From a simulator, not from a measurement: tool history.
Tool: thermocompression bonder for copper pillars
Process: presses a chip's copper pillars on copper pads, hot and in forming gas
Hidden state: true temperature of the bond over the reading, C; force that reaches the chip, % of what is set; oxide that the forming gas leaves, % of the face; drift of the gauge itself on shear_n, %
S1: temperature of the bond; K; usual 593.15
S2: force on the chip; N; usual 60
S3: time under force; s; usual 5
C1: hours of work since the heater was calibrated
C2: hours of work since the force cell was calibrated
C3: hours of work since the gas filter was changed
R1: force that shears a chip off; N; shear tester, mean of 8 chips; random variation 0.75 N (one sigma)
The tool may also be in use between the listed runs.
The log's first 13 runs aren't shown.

{"run": 14, "day": 3.438, "S1": 593.15, "S2": 60, "S3": 9, "C1": 307, "C2": 259, "C3": 9, "R1": 129.1}
{"day": 3.554, "done": "heater calibrated with a thermocouple chip"}
{"run": 15, "day": 3.85, "S1": 593.15, "S2": 60, "S3": 5, "C1": 5, "C2": 265, "C3": 15, "R1": 112.1}
{"run": 16, "day": 4.146, "S1": 593.15, "S2": 60, "S3": 5, "C1": 11, "C2": 271, "C3": 21, "R1": 110.9}
{"run": 17, "day": 4.404, "S1": 593.15, "S2": 60, "S3": 5, "C1": 15, "C2": 275, "C3": 25, "R1": 113.2}
{"run": 18, "day": 4.633, "S1": 593.15, "S2": 60, "S3": 5, "C1": 20, "C2": 280, "C3": 29, "R1": 111.7}
{"run": 19, "day": 4.812, "S1": 593.15, "S2": 60, "S3": 5, "C1": 23, "C2": 283, "C3": 33, "R1": 111.1}
{"run": 20, "day": 5.104, "S1": 593.15, "S2": 60, "S3": 5, "C1": 28, "C2": 288, "C3": 38, "R1": 110.2}
{"run": 21, "day": 5.45, "S1": 593.15, "S2": 60, "S3": 5, "C1": 34, "C2": 294, "C3": 44, "R1": 111.7}
{"day": 5.612, "done": "heater calibrated with a thermocouple chip, once more"}
{"run": 22, "day": 5.829, "S1": 593.15, "S2": 60, "S3": 5, "C1": 4, "C2": 300, "C3": 50, "R1": 113.7}
{"run": 23, "day": 6.117, "S1": 593.15, "S2": 60, "S3": 5, "C1": 9, "C2": 305, "C3": 55, "R1": 113.9}
{"run": 24, "day": 6.429, "S1": 593.15, "S2": 60, "S3": 5, "C1": 15, "C2": 311, "C3": 61, "R1": 112.0}
{"run": 25, "day": 6.625, "S1": 583.15, "S2": 58, "S3": 12, "C1": 18, "C2": 314, "C3": 64, "R1": 126.9}
{"run": 26, "day": 6.992, "S1": 581.15, "S2": 45, "S3": 8, "C1": 25, "C2": 321, "C3": 71, "R1": 97.7}
{"run": 27, "day": 7.354, "S1": 582.15, "S2": 76, "S3": 11, "C1": 32, "C2": 327, "C3": 77, "R1": 136.7}
{"run": 28, "day": 7.608, "S1": 582.15, "S2": 76, "S3": 11, "C1": 36, "C2": 332, "C3": 82, "R1": 137.3}
{"run": 29, "day": 7.792, "S1": 593.15, "S2": 60, "S3": 6, "C1": 40, "C2": 335, "C3": 85, "R1": 117.9}
{"run": 30, "day": 8.104, "S1": 571.15, "S2": 81, "S3": 12, "C1": 45, "C2": 341, "C3": 91, "R1": 134.8}
{"run": 31, "day": 8.442, "S1": 609.15, "S2": 52, "S3": 5, "C1": 51, "C2": 347, "C3": 97, "R1": 112.7}
{"run": 32, "day": 8.662, "S1": 609.15, "S2": 52, "S3": 5, "C1": 55, "C2": 351, "C3": 101, "R1": 114.0}

Run 33 comes next. What will it give?
{"run": 33, "day": 8.867, "S1": 582.15, "S2": 52, "S3": 5, "C1": 59, "C2": 355, "C3": 105, "R1": "?"}

{"run 33": {"R1": 93.8}}
Without the tool's hidden state the same run would have given R1 95.7 N.
